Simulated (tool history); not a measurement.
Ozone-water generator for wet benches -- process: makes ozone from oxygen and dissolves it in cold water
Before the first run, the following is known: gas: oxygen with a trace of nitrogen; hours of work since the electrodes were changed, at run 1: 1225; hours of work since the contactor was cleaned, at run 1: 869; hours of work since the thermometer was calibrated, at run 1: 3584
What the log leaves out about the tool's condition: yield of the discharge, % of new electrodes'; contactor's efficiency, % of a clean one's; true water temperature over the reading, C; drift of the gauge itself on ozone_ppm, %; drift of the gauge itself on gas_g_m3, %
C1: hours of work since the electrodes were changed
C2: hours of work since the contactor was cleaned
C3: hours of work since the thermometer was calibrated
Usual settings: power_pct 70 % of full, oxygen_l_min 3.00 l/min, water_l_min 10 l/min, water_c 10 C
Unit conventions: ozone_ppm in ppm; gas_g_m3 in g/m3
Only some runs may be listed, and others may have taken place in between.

{"run": 1, "hour": 0.0, "power_pct": 70, "oxygen_l_min": 3.0, "water_l_min": 10, "water_c": 10, "C1": 1225, "C2": 869, "C3": 3584, "ozone_ppm": 19.3, "gas_g_m3": 147.1}
{"run": 2, "hour": 36.2, "power_pct": 70, "oxygen_l_min": 3.0, "water_l_min": 10, "water_c": 16, "C1": 1258, "C2": 901, "C3": 3616, "ozone_ppm": 17.5, "gas_g_m3": 148.9}
{"run": 3, "hour": 53.5, "power_pct": 70, "oxygen_l_min": 3.0, "water_l_min": 10, "water_c": 16, "C1": 1273, "C2": 917, "C3": 3631, "ozone_ppm": 17.6, "gas_g_m3": 146.3}
{"run": 4, "hour": 71.0, "power_pct": 70, "oxygen_l_min": 3.0, "water_l_min": 10, "water_c": 16, "C1": 1289, "C2": 933, "C3": 3647, "ozone_ppm": 17.5, "gas_g_m3": 148.8}
{"run": 5, "hour": 98.7, "power_pct": 70, "oxygen_l_min": 3.0, "water_l_min": 10, "water_c": 16, "C1": 1314, "C2": 958, "C3": 3672, "ozone_ppm": 17.8, "gas_g_m3": 148.7}
{"run": 6, "hour": 128.6, "power_pct": 70, "oxygen_l_min": 3.0, "water_l_min": 10, "water_c": 16, "C1": 1341, "C2": 984, "C3": 3699, "ozone_ppm": 17.5, "gas_g_m3": 147.3}
{"run": 7, "hour": 155.3, "power_pct": 70, "oxygen_l_min": 3.0, "water_l_min": 10, "water_c": 16, "C1": 1365, "C2": 1008, "C3": 3723, "ozone_ppm": 17.7, "gas_g_m3": 147.4}
{"run": 8, "hour": 186.3, "power_pct": 86, "oxygen_l_min": 3.0, "water_l_min": 10, "water_c": 16, "C1": 1392, "C2": 1036, "C3": 3751, "ozone_ppm": 20.3, "gas_g_m3": 170.0}
{"run": 9, "hour": 206.4, "power_pct": 70, "oxygen_l_min": 3.0, "water_l_min": 13, "water_c": 10, "C1": 1410, "C2": 1054, "C3": 3769, "ozone_ppm": 14.8, "gas_g_m3": 148.5}
{"run": 10, "hour": 241.1, "power_pct": 70, "oxygen_l_min": 3.0, "water_l_min": 13, "water_c": 10, "C1": 1442, "C2": 1085, "C3": 3800, "ozone_ppm": 15.1, "gas_g_m3": 148.0}
{"run": 11, "hour": 259.9, "power_pct": 70, "oxygen_l_min": 3.0, "water_l_min": 13, "water_c": 10, "C1": 1458, "C2": 1102, "C3": 3817, "ozone_ppm": 15.2, "gas_g_m3": 149.1}
{"run": 12, "hour": 290.5, "power_pct": 70, "oxygen_l_min": 3.0, "water_l_min": 13, "water_c": 13, "C1": 1486, "C2": 1130, "C3": 3844, "ozone_ppm": 14.4, "gas_g_m3": 149.0}
{"run": 13, "hour": 329.7, "power_pct": 70, "oxygen_l_min": 3.0, "water_l_min": 13, "water_c": 13, "C1": 1521, "C2": 1165, "C3": 3879, "ozone_ppm": 14.7, "gas_g_m3": 148.9}
{"run": 14, "hour": 362.0, "power_pct": 43, "oxygen_l_min": 3.0, "water_l_min": 13, "water_c": 10, "C1": 1550, "C2": 1194, "C3": 3908, "ozone_ppm": 10.8, "gas_g_m3": 107.8}
{"run": 15, "hour": 390.0, "power_pct": 62, "oxygen_l_min": 3.57, "water_l_min": 13, "water_c": 10, "C1": 1575, "C2": 1219, "C3": 3933, "ozone_ppm": 13.5, "gas_g_m3": 121.3}
{"run": 16, "hour": 410.6, "power_pct": 70, "oxygen_l_min": 3.0, "water_l_min": 12, "water_c": 9, "C1": 1594, "C2": 1237, "C3": 3952, "ozone_ppm": 16.5, "gas_g_m3": 148.0}
{"run": 17, "hour": 443.4, "power_pct": 46, "oxygen_l_min": 2.48, "water_l_min": 10, "water_c": 9, "C1": 1623, "C2": 1267, "C3": 3981, "ozone_ppm": 14.9, "gas_g_m3": 127.6}
{"run": 18, "hour": 460.4, "power_pct": 81, "oxygen_l_min": 4.77, "water_l_min": 8, "water_c": 9, "C1": 1638, "C2": 1282, "C3": 3996, "ozone_ppm": 23.9, "gas_g_m3": 119.4}
{"run": 19, "hour": 482.7, "power_pct": 81, "oxygen_l_min": 4.77, "water_l_min": 8, "water_c": 9, "C1": 1658, "C2": 1302, "C3": 4016, "ozone_ppm": 23.7, "gas_g_m3": 119.8}
{"run": 20, "hour": 518.1, "power_pct": 70, "oxygen_l_min": 3.0, "water_l_min": 7, "water_c": 10, "C1": 1690, "C2": 1334, "C3": 4048, "ozone_ppm": 25.7, "gas_g_m3": 146.2}
{"run": 21, "hour": 545.3, "power_pct": 50, "oxygen_l_min": 1.88, "water_l_min": 13, "water_c": 9, "C1": 1714, "C2": 1358, "C3": 4073, "ozone_ppm": 11.6, "gas_g_m3": 161.5}
{"run": 22, "hour": 579.4, "power_pct": 48, "oxygen_l_min": 1.88, "water_l_min": 13, "water_c": 15, "C1": 1745, "C2": 1389, "C3": 4103, "ozone_ppm": 10.8, "gas_g_m3": 157.1}
{"run": 23, "hour": 598.8, "power_pct": 48, "oxygen_l_min": 1.88, "water_l_min": 13, "water_c": 15, "C1": 1762, "C2": 1406, "C3": 4121, "ozone_ppm": 11.0, "gas_g_m3": 157.2}
{"run": 24, "hour": 630.3, "power_pct": 48, "oxygen_l_min": 1.88, "water_l_min": 13, "water_c": 15, "C1": 1790, "C2": 1434, "C3": 4149, "ozone_ppm": 11.0, "gas_g_m3": 157.2}
{"run": 25, "hour": 670.2, "power_pct": 80, "oxygen_l_min": 5.26, "water_l_min": 9, "water_c": 15, "C1": 1826, "C2": 1470, "C3": 4184, "ozone_ppm": 18.6, "gas_g_m3": 110.4}

Here are 5 independent what-if runs from the current tool condition. What would each one return?
{"run": "A", "hour": 706.1, "power_pct": 80, "oxygen_l_min": 2.62, "water_l_min": 8, "water_c": 6, "C1": 1859, "C2": 1502, "C3": 4217, "ozone_ppm": "?", "gas_g_m3": "?"}
{"run": "B", "hour": 706.1, "power_pct": 82, "oxygen_l_min": 2.78, "water_l_min": 10, "water_c": 6, "C1": 1859, "C2": 1502, "C3": 4217, "ozone_ppm": "?", "gas_g_m3": "?"}
{"run": "C", "hour": 706.1, "power_pct": 53, "oxygen_l_min": 3.78, "water_l_min": 10, "water_c": 15, "C1": 1859, "C2": 1502, "C3": 4217, "ozone_ppm": "?", "gas_g_m3": "?"}
{"run": "D", "hour": 706.1, "power_pct": 70, "oxygen_l_min": 2.36, "water_l_min": 9, "water_c": 10, "C1": 1859, "C2": 1502, "C3": 4217, "ozone_ppm": "?", "gas_g_m3": "?"}
{"run": "E", "hour": 706.1, "power_pct": 87, "oxygen_l_min": 2.6, "water_l_min": 9, "water_c": 13, "C1": 1859, "C2": 1502, "C3": 4217, "ozone_ppm": "?", "gas_g_m3": "?"}

run=A ozone_ppm=27.2 gas_g_m3=177.3
run=B ozone_ppm=22.6 gas_g_m3=170.8
run=C ozone_ppm=14.4 gas_g_m3=105.3
run=D ozone_ppm=21.1 gas_g_m3=171.3
run=E ozone_ppm=23.7 gas_g_m3=187.1
Had the tool no hidden state, the same runs would have come out as:
run=A ozone_ppm=27.2 gas_g_m3=177.4
run=B ozone_ppm=22.6 gas_g_m3=170.8
run=C ozone_ppm=14.5 gas_g_m3=105.3
run=D ozone_ppm=21.1 gas_g_m3=171.4
run=E ozone_ppm=23.7 gas_g_m3=187.2
